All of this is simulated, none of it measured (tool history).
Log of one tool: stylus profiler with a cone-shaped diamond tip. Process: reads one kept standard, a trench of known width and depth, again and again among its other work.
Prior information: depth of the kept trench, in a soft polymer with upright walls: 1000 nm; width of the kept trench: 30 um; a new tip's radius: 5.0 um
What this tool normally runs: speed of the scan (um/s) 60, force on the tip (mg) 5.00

run,hour,speed of the scan (um/s),force on the tip (mg),depth of the trench (angstrom),width of the trench's floor (nm)
1,0.0,60,5.00,10215.8,23790
2,24.4,60,5.00,10215.8,23740
3,59.1,110,5.00,10217.0,23610
4,86.9,60,5.00,10215.5,23770
5,137.5,60,5.00,10216.8,23800
6,185.3,60,5.00,10217.8,23760
7,234.1,44,5.00,10216.1,23840
8,257.9,44,5.00,10213.8,23820
9,292.5,60,11.16,10370.5,23780
10,338.0,60,11.16,10369.7,23830
# hour 344.0: new tip fitted, height scale calibrated
11,385.3,41,5.00,10217.0,23860
12,438.3,41,5.00,10219.3,23820
13,486.7,60,5.00,10215.1,23810
14,530.3,60,5.00,10215.6,23810
15,581.0,60,5.00,10216.5,23780
16,636.7,197,5.00,10218.6,23270
17,684.7,197,5.00,10216.5,23270
18,729.6,197,5.00,10215.3,23250
19,777.5,197,5.00,10219.6,23220
20,821.3,197,5.00,10215.9,23270
21,869.1,197,2.34,10130.6,22860
22,896.8,33,10.48,10357.6,23960
23,939.7,60,7.25,10279.5,23820
24,988.1,81,5.97,10246.2,23740
25,1044.2,42,2.78,10145.0,23770
26,1086.2,21,11.08,10368.3,23940
27,1114.4,21,11.08,10366.7,23900
28,1157.3,18,4.75,10208.1,23910
29,1201.6,237,2.05,10122.1,22550
30,1251.1,196,4.98,10218.2,23160
31,1281.0,196,4.98,10216.6,23270
32,1321.9,70,12.44,10399.7,23780
33,1366.5,130,3.71,10177.9,23420
34,1390.8,78,4.21,10193.8,23670
35,1425.1,208,3.90,10185.0,23120
36,1466.0,208,3.90,10183.6,23110
37,1491.0,208,3.90,10182.7,23050
38,1533.2,208,3.90,10181.3,23100
39,1569.6,208,3.90,10184.0,23070

Consider 5 possible next runs. They are alternatives, not a sequence: every one starts from the tool as it was left by run 39. What does each give?
A,1620.9,229,1.72,?,?
B,1620.9,25,13.88,?,?
C,1620.9,48,8.42,?,?
D,1620.9,64,2.44,?,?
E,1620.9,16,13.02,?,?

run,depth of the trench (angstrom),width of the trench's floor (nm)
A,10106.6,22480
B,10430.3,23940
C,10306.3,23880
D,10135.3,23630
E,10410.7,23990
The same runs, with their run-to-run variation unchanged, on a tool lacking any hidden condition would have given:
run,depth of the trench (angstrom),width of the trench's floor (nm)
A,10106.7,22490
B,10430.3,23950
C,10306.3,23880
D,10135.3,23630
E,10410.7,23990
